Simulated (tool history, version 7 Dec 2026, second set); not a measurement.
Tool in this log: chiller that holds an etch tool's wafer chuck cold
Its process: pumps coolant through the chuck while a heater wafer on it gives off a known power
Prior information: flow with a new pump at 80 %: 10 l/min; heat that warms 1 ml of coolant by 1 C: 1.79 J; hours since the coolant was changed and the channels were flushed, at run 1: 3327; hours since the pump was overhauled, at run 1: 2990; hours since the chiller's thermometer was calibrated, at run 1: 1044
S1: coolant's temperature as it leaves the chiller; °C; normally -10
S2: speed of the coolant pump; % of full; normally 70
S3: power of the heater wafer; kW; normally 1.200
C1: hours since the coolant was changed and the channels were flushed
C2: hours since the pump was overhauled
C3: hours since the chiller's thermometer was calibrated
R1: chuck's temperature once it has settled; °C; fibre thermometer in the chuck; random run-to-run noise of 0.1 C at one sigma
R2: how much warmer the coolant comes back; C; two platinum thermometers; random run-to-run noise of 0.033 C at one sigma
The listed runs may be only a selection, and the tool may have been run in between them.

run 1 hour=0.0 | S1=-10 S2=70 S3=1.200 | C1=3327 C2=2990 C3=1044 | R1=0.2 R2=4.66
run 2 hour=117.7 | S1=-10 S2=70 S3=1.200 | C1=3445 C2=3108 C3=1161 | R1=0.2 R2=4.61
run 3 hour=234.4 | S1=-3 S2=70 S3=1.200 | C1=3562 C2=3225 C3=1278 | R1=7.2 R2=4.65
run 4 hour=341.3 | S1=-10 S2=70 S3=0.968 | C1=3669 C2=3332 C3=1385 | R1=-1.9 R2=3.68
run 5 hour=427.8 | S1=-10 S2=70 S3=0.968 | C1=3755 C2=3418 C3=1471 | R1=-1.7 R2=3.76
run 6 hour=565.8 | S1=-10 S2=70 S3=0.968 | C1=3893 C2=3556 C3=1609 | R1=-1.6 R2=3.70
run 7 hour=681.7 | S1=-10 S2=70 S3=0.968 | C1=4009 C2=3672 C3=1725 | R1=-1.8 R2=3.71
run 8 hour=763.8 | S1=-10 S2=70 S3=0.968 | C1=4091 C2=3754 C3=1807 | R1=-1.8 R2=3.69
run 9 hour=935.6 | S1=-10 S2=70 S3=1.200 | C1=4263 C2=3926 C3=1979 | R1=0.3 R2=4.51
-- hour=973.0 coolant changed, channels flushed
run 10 hour=1131.5 | S1=-10 S2=70 S3=1.200 | C1=159 C2=4116 C3=2169 | R1=0.0 R2=4.59
run 11 hour=1227.4 | S1=-10 S2=70 S3=1.200 | C1=254 C2=4212 C3=2265 | R1=0.3 R2=4.51
run 12 hour=1308.2 | S1=-10 S2=70 S3=1.200 | C1=335 C2=4293 C3=2346 | R1=0.2 R2=4.55
run 13 hour=1495.3 | S1=-10 S2=70 S3=0.991 | C1=522 C2=4480 C3=2533 | R1=-1.7 R2=3.64
-- hour=1513.8 coolant pump overhauled
run 14 hour=1653.5 | S1=-10 S2=70 S3=0.991 | C1=676 C2=140 C3=2686 | R1=-1.4 R2=3.63
run 15 hour=1743.7 | S1=-10 S2=70 S3=0.984 | C1=766 C2=230 C3=2776 | R1=-1.8 R2=3.56
run 16 hour=1920.9 | S1=-10 S2=70 S3=0.984 | C1=943 C2=407 C3=2953 | R1=-1.7 R2=3.59
-- hour=1986.2 gauge calibrated
run 17 hour=2030.7 | S1=-10 S2=70 S3=0.984 | C1=1053 C2=517 C3=3063 | R1=-1.7 R2=3.73
run 18 hour=2189.2 | S1=-2 S2=66 S3=0.640 | C1=1211 C2=675 C3=3222 | R1=3.8 R2=2.59
run 19 hour=2326.0 | S1=-19 S2=85 S3=0.998 | C1=1348 C2=812 C3=3359 | R1=-12.1 R2=3.08
run 20 hour=2507.6 | S1=-19 S2=85 S3=0.998 | C1=1530 C2=994 C3=3540 | R1=-12.0 R2=3.06
run 21 hour=2631.2 | S1=0 S2=95 S3=1.200 | C1=1653 C2=1117 C3=3664 | R1=7.5 R2=3.24
run 22 hour=2754.2 | S1=0 S2=95 S3=1.200 | C1=1776 C2=1240 C3=3787 | R1=7.7 R2=3.22
run 23 hour=2861.0 | S1=-14 S2=90 S3=1.353 | C1=1883 C2=1347 C3=3894 | R1=-5.0 R2=3.90
run 24 hour=2961.9 | S1=-14 S2=90 S3=1.353 | C1=1984 C2=1448 C3=3994 | R1=-5.0 R2=3.88
run 25 hour=3114.1 | S1=-3 S2=90 S3=1.353 | C1=2136 C2=1600 C3=4147 | R1=5.7 R2=3.85
run 26 hour=3221.1 | S1=-18 S2=90 S3=1.538 | C1=2243 C2=1707 C3=4254 | R1=-7.8 R2=4.30
run 27 hour=3381.1 | S1=-18 S2=90 S3=1.538 | C1=2403 C2=1867 C3=4414 | R1=-7.8 R2=4.38
run 28 hour=3479.4 | S1=-17 S2=70 S3=1.200 | C1=2501 C2=1966 C3=4512 | R1=-6.8 R2=4.49
run 29 hour=3668.5 | S1=-17 S2=70 S3=1.200 | C1=2691 C2=2155 C3=4701 | R1=-6.9 R2=4.46

Forecast run 30:
-- hour=3689.7 gauge calibrated
run 30 hour=3841.7 | S1=-17 S2=70 S3=1.200 | C1=2864 C2=2328 C3=4874 | R1=? R2=?

{"run 30": {"R1": -6.8, "R2": 4.65}}
The same run, on a tool lacking any hidden state, would have yielded R1 -6.8 °C, R2 4.67 C.
